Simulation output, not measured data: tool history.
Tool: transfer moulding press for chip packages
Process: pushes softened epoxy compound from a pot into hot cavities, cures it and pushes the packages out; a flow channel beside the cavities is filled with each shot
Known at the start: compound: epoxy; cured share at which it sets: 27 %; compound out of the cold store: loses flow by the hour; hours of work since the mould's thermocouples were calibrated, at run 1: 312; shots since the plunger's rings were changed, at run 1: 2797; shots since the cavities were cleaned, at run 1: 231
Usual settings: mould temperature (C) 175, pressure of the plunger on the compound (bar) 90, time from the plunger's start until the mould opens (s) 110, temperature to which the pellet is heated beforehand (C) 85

| run | hour | mould temperature (C) | pressure of the plunger on the compound (bar) | time from the plunger's start until the mould opens (s) | temperature to which the pellet is heated beforehand (C) | hours of work since the mould's thermocouples were calibrated | shots since the plunger's rings were changed | shots since the cavities were cleaned | incoming compound's hours out of the cold store | length that the compound runs in the flow channel (mm) | greatest force on the pins that push the packages out (N) |
|---|---|---|---|---|---|---|---|---|---|---|---|
| 1 | 0 | 175 | 90 | 110 | 85 | 312 | 2797 | 231 | 21.5 | 949 | 421 |
|  | 27.9 | cavities cleaned with cleaning compound and waxed |
| 2 | 39.9 | 175 | 90 | 96 | 85 | 333 | 3183 | 120 | 16.3 | 960 | 460 |
| 3 | 72.1 | 175 | 90 | 110 | 85 | 350 | 3507 | 444 | 10.3 | 971 | 476 |
|  | 76.4 | cavities cleaned with cleaning compound and waxed |
| 4 | 122.4 | 175 | 90 | 110 | 76 | 377 | 3997 | 462 | 23.7 | 893 | 483 |
|  | 129.3 | cavities cleaned with cleaning compound and waxed |
| 5 | 149.1 | 175 | 90 | 110 | 87 | 391 | 4251 | 200 | 13.7 | 935 | 382 |
|  | 177.9 | cavities cleaned with cleaning compound and waxed |
|  | 197 | plunger's sealing rings changed |
| 6 | 211.4 | 175 | 90 | 110 | 87 | 423 | 146 | 313 | 22 | 994 | 412 |
|  | 221.3 | mould's thermocouples calibrated |
|  | 232.6 | cavities cleaned with cleaning compound and waxed |
| 7 | 260.8 | 175 | 70.8 | 110 | 87 | 21 | 607 | 284 | 32.1 | 830 | 434 |
|  | 282.5 | cavities cleaned with cleaning compound and waxed |
| 8 | 294.3 | 175 | 79.3 | 110 | 85 | 38 | 928 | 119 | 33.9 | 869 | 373 |
|  | 332 | cavities cleaned with cleaning compound and waxed |
| 9 | 350.3 | 173 | 90 | 110 | 85 | 68 | 1475 | 183 | 22 | 970 | 431 |
|  | 381.9 | cavities cleaned with cleaning compound and waxed |
| 10 | 400.8 | 171 | 90 | 110 | 85 | 95 | 1968 | 190 | 36.4 | 908 | 473 |
|  | 431.1 | cavities cleaned with cleaning compound and waxed |
| 11 | 447.6 | 175 | 90 | 110 | 85 | 120 | 2424 | 167 | 31.2 | 910 | 392 |
|  | 482.2 | cavities cleaned with cleaning compound and waxed |
| 12 | 504.5 | 175 | 90 | 110 | 85 | 150 | 2980 | 225 | 46.4 | 836 | 409 |
|  | 533.7 | cavities cleaned with cleaning compound and waxed |
| 13 | 538.6 | 175 | 90 | 126 | 85 | 168 | 3307 | 49 | 28.8 | 900 | 308 |
| 14 | 563.3 | 175 | 90 | 110 | 81 | 182 | 3555 | 297 | 17.7 | 961 | 432 |
|  | 582.5 | cavities cleaned with cleaning compound and waxed |
| 15 | 617.9 | 175 | 90 | 110 | 81 | 211 | 4089 | 355 | 44.1 | 824 | 439 |
|  | 630.6 | cavities cleaned with cleaning compound and waxed |
| 16 | 661.1 | 170 | 84.4 | 110 | 84 | 234 | 4508 | 306 | 11.3 | 939 | 567 |
|  | 677.6 | plunger's sealing rings changed |
|  | 684.4 | cavities cleaned with cleaning compound and waxed |
| 17 | 702.2 | 175 | 97.6 | 131 | 75 | 254 | 231 | 178 | 27.4 | 1009 | 367 |
|  | 734.1 | cavities cleaned with cleaning compound and waxed |
| 18 | 744.2 | 175 | 90 | 110 | 88 | 276 | 639 | 101 | 15.2 | 1013 | 353 |
|  | 783.2 | cavities cleaned with cleaning compound and waxed |
| 19 | 806 | 175 | 90 | 100 | 85 | 309 | 1245 | 230 | 14 | 1020 | 466 |
|  | 832.8 | cavities cleaned with cleaning compound and waxed |
| 20 | 860.2 | 175 | 90 | 100 | 85 | 338 | 1774 | 274 | 31.1 | 924 | 485 |
|  | 881.2 | cavities cleaned with cleaning compound and waxed |
| 21 | 896.3 | 176 | 73.5 | 114 | 94 | 357 | 2122 | 152 | 35.4 | 801 | 375 |
|  | 930 | cavities cleaned with cleaning compound and waxed |
| 22 | 949.2 | 171 | 73.5 | 114 | 94 | 385 | 2639 | 194 | 26.4 | 842 | 425 |
|  | 981.6 | cavities cleaned with cleaning compound and waxed |
| 23 | 993.7 | 175 | 90 | 125 | 76 | 409 | 3070 | 121 | 20.5 | 943 | 353 |
|  | 1028.5 | mould's thermocouples calibrated |
|  | 1032.9 | cavities cleaned with cleaning compound and waxed |
| 24 | 1054.5 | 173 | 90 | 125 | 76 | 13 | 3647 | 218 | 14.2 | 950 | 391 |
|  | 1081.7 | cavities cleaned with cleaning compound and waxed |
| 25 | 1082.8 | 177 | 94.9 | 120 | 85 | 28 | 3916 | 12 | 10.9 | 984 | 302 |
|  | 1129.8 | cavities cleaned with cleaning compound and waxed |
| 26 | 1134.6 | 178 | 89.2 | 148 | 85 | 56 | 4421 | 48 | 34.1 | 854 | 313 |
|  | 1159.5 | plunger's sealing rings changed |
| 27 | 1162.2 | 178 | 89.2 | 148 | 85 | 69 | 27 | 300 | 31.4 | 928 | 373 |

Forecast each of these 3 alternatives for the next run:
|  | 1185.3 | cavities cleaned with cleaning compound and waxed |
| A | 1189.3 | 178 | 89.2 | 148 | 84 | 83 | 285 | 41 | 29.4 | ? | ? |
|  | 1185.3 | cavities cleaned with cleaning compound and waxed |
| B | 1189.3 | 178 | 91 | 110 | 85 | 83 | 285 | 41 | 8.7 | ? | ? |
|  | 1185.3 | cavities cleaned with cleaning compound and waxed |
| C | 1189.3 | 180 | 90 | 126 | 85 | 83 | 285 | 41 | 44.2 | ? | ? |

| run | length that the compound runs in the flow channel (mm) | greatest force on the pins that push the packages out (N) |
|---|---|---|
| A | 925 | 308 |
| B | 1052 | 313 |
| C | 876 | 298 |
Without the tool's hidden state the same runs would have given:
| run | length that the compound runs in the flow channel (mm) | greatest force on the pins that push the packages out (N) |
|---|---|---|
| A | 933 | 290 |
| B | 1060 | 294 |
| C | 883 | 280 |
